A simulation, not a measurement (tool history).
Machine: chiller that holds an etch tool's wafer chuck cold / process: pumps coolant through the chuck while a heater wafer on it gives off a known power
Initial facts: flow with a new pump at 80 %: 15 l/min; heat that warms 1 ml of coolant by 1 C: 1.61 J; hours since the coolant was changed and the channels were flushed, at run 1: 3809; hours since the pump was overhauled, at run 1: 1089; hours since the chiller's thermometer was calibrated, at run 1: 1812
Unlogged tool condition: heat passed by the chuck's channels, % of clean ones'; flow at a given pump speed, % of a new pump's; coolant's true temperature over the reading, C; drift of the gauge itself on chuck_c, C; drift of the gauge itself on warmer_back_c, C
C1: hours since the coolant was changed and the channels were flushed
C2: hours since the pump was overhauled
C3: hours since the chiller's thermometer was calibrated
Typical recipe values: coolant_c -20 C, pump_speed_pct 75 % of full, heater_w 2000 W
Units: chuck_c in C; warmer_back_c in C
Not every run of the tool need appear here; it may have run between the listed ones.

{"run": 1, "hour": 0.0, "coolant_c": -20, "pump_speed_pct": 75, "heater_w": 2000, "C1": 3809, "C2": 1089, "C3": 1812, "chuck_c": 6.1, "warmer_back_c": 5.37}
{"run": 2, "hour": 14.0, "coolant_c": -20, "pump_speed_pct": 75, "heater_w": 1614, "C1": 3823, "C2": 1103, "C3": 1826, "chuck_c": 1.3, "warmer_back_c": 4.33}
{"run": 3, "hour": 27.8, "coolant_c": -20, "pump_speed_pct": 75, "heater_w": 1614, "C1": 3837, "C2": 1117, "C3": 1840, "chuck_c": 1.1, "warmer_back_c": 4.4}
{"run": 4, "hour": 48.3, "coolant_c": -20, "pump_speed_pct": 75, "heater_w": 2950, "C1": 3858, "C2": 1137, "C3": 1860, "chuck_c": 18.4, "warmer_back_c": 8.01}
{"run": 5, "hour": 80.5, "coolant_c": -20, "pump_speed_pct": 75, "heater_w": 2950, "C1": 3890, "C2": 1170, "C3": 1892, "chuck_c": 18.4, "warmer_back_c": 8.01}
{"run": 6, "hour": 114.1, "coolant_c": -20, "pump_speed_pct": 75, "heater_w": 2950, "C1": 3924, "C2": 1203, "C3": 1926, "chuck_c": 18.5, "warmer_back_c": 7.96}
{"run": 7, "hour": 140.2, "coolant_c": -20, "pump_speed_pct": 67, "heater_w": 2000, "C1": 3950, "C2": 1229, "C3": 1952, "chuck_c": 8.5, "warmer_back_c": 6.1}
{"run": 8, "hour": 159.2, "coolant_c": -15, "pump_speed_pct": 75, "heater_w": 2000, "C1": 3969, "C2": 1248, "C3": 1971, "chuck_c": 11.2, "warmer_back_c": 5.4}
{"run": 9, "hour": 188.2, "coolant_c": -20, "pump_speed_pct": 100, "heater_w": 2000, "C1": 3998, "C2": 1277, "C3": 2000, "chuck_c": 1.7, "warmer_back_c": 4.02}
{"run": 10, "hour": 205.3, "coolant_c": -20, "pump_speed_pct": 100, "heater_w": 2000, "C1": 4015, "C2": 1294, "C3": 2017, "chuck_c": 1.7, "warmer_back_c": 3.94}
{"run": 11, "hour": 228.1, "coolant_c": -17, "pump_speed_pct": 75, "heater_w": 2000, "C1": 4037, "C2": 1317, "C3": 2040, "chuck_c": 9.3, "warmer_back_c": 5.46}
{"run": 12, "hour": 250.0, "coolant_c": -17, "pump_speed_pct": 75, "heater_w": 2000, "C1": 4059, "C2": 1339, "C3": 2062, "chuck_c": 9.4, "warmer_back_c": 5.46}
{"run": 13, "hour": 271.9, "coolant_c": -20, "pump_speed_pct": 94, "heater_w": 1396, "C1": 4081, "C2": 1361, "C3": 2084, "chuck_c": -4.2, "warmer_back_c": 2.93}
{"run": 14, "hour": 305.1, "coolant_c": -20, "pump_speed_pct": 75, "heater_w": 1805, "C1": 4114, "C2": 1394, "C3": 2117, "chuck_c": 3.8, "warmer_back_c": 4.88}
{"hour": 312.3, "done": "coolant pump overhauled"}
{"run": 15, "hour": 337.6, "coolant_c": -25, "pump_speed_pct": 83, "heater_w": 1535, "C1": 4142, "C2": 25, "C3": 2144, "chuck_c": -5.8, "warmer_back_c": 3.78}
{"run": 16, "hour": 359.0, "coolant_c": -20, "pump_speed_pct": 78, "heater_w": 1142, "C1": 4163, "C2": 47, "C3": 2166, "chuck_c": -5.3, "warmer_back_c": 3.0}
{"run": 17, "hour": 390.4, "coolant_c": -20, "pump_speed_pct": 78, "heater_w": 1142, "C1": 4195, "C2": 78, "C3": 2197, "chuck_c": -5.1, "warmer_back_c": 2.94}
{"run": 18, "hour": 418.4, "coolant_c": -20, "pump_speed_pct": 78, "heater_w": 2194, "C1": 4223, "C2": 106, "C3": 2225, "chuck_c": 8.5, "warmer_back_c": 5.73}
{"run": 19, "hour": 451.1, "coolant_c": -22, "pump_speed_pct": 75, "heater_w": 1940, "C1": 4256, "C2": 139, "C3": 2258, "chuck_c": 3.9, "warmer_back_c": 5.32}
{"run": 20, "hour": 481.3, "coolant_c": -22, "pump_speed_pct": 75, "heater_w": 1940, "C1": 4286, "C2": 169, "C3": 2288, "chuck_c": 4.0, "warmer_back_c": 5.36}

Run 21 has not been measured yet. What should we expect?
{"hour": 493.0, "done": "coolant pump overhauled, once more"}
{"run": 21, "hour": 509.0, "coolant_c": -24, "pump_speed_pct": 92, "heater_w": 1294, "C1": 4308, "C2": 16, "C3": 2311, "chuck_c": "?", "warmer_back_c": "?"}

chuck_c: -9.0 C
warmer_back_c: 2.80 C
Without the tool's hidden state the same run would have given chuck_c -10.8 C, warmer_back_c 2.79 C.
